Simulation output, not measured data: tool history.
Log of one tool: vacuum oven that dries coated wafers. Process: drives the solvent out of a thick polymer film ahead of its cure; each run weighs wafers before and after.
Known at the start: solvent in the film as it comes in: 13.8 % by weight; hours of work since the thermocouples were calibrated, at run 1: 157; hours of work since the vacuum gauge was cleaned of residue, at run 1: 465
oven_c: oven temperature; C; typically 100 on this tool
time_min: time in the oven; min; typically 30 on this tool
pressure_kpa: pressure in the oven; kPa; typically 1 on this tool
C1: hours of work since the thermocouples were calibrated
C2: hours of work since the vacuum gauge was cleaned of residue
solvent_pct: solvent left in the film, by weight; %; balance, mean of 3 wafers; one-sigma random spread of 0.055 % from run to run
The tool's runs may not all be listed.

Run 1, hour 0: usual settings; C1 157; C2 465. Result: solvent_pct 2.34 %.
Run 2, hour 17.6: usual settings; C1 169; C2 477. Result: solvent_pct 2.39 %.
Run 3, hour 41.8: usual settings; C1 185; C2 494. Result: solvent_pct 2.44 %.
Run 4, hour 77.4: usual settings; C1 209; C2 518. Result: solvent_pct 2.46 %.
Run 5, hour 99.1: usual settings but oven_c 113 C; C1 224; C2 533. Result: solvent_pct 0.46 %.
Run 6, hour 129.5: usual settings; C1 245; C2 553. Result: solvent_pct 2.52 %.
Run 7, hour 149.6: usual settings but pressure_kpa 0.92 kPa; C1 259; C2 567. Result: solvent_pct 2.44 %.
Run 8, hour 167.6: usual settings; C1 271; C2 579. Result: solvent_pct 2.51 %.
Run 9, hour 202.6: usual settings; C1 295; C2 603. Result: solvent_pct 2.46 %.
Run 10, hour 223.2: usual settings; C1 309; C2 617. Result: solvent_pct 2.58 %.
At hour 227.4: vacuum gauge cleaned of residue and calibrated.
Run 11, hour 256.3: usual settings; C1 330; C2 20. Result: solvent_pct 2.58 %.
Run 12, hour 281.6: usual settings but oven_c 97 C; C1 347; C2 37. Result: solvent_pct 3.41 %.
Run 13, hour 305: usual settings but oven_c 106 C, time_min 20 min, pressure_kpa 0.73 kPa; C1 363; C2 53. Result: solvent_pct 2.48 %.
Run 14, hour 338.6: usual settings but oven_c 106 C, time_min 20 min, pressure_kpa 0.74 kPa; C1 386; C2 76. Result: solvent_pct 2.56 %.
At hour 352.7: vacuum gauge cleaned of residue and calibrated, once more.
Run 15, hour 367.9: usual settings but oven_c 106 C, time_min 20 min, pressure_kpa 0.74 kPa; C1 405; C2 10. Result: solvent_pct 2.37 %.
Run 16, hour 391.4: usual settings but oven_c 102 C, pressure_kpa 0.96 kPa; C1 421; C2 26. Result: solvent_pct 1.93 %.

5 options for the next run, each taken on its own from the tool as it stands now. Forecast them:
Run A, hour 413.9: usual settings but oven_c 104 C, time_min 44 min, pressure_kpa 1.66 kPa; C1 436; C2 42. Result: solvent_pct ?.
Run B, hour 413.9: usual settings but oven_c 86 C, time_min 34 min; C1 436; C2 42. Result: solvent_pct ?.
Run C, hour 413.9: usual settings but oven_c 103 C, time_min 50 min, pressure_kpa 0.96 kPa; C1 436; C2 42. Result: solvent_pct ?.
Run D, hour 413.9: usual settings but oven_c 99 C; C1 436; C2 42. Result: solvent_pct ?.
Run E, hour 413.9: usual settings but oven_c 102 C, pressure_kpa 0.9 kPa; C1 436; C2 42. Result: solvent_pct ?.

run  solvent_pct
  A         0.95
  B         5.99
  C         0.66
  D         2.86
  E         1.95
The same runs, with their run-to-run variation unchanged, on a tool lacking any hidden condition would have given:
run  solvent_pct
  A         0.86
  B         5.76
  C         0.59
  D         2.66
  E         1.78

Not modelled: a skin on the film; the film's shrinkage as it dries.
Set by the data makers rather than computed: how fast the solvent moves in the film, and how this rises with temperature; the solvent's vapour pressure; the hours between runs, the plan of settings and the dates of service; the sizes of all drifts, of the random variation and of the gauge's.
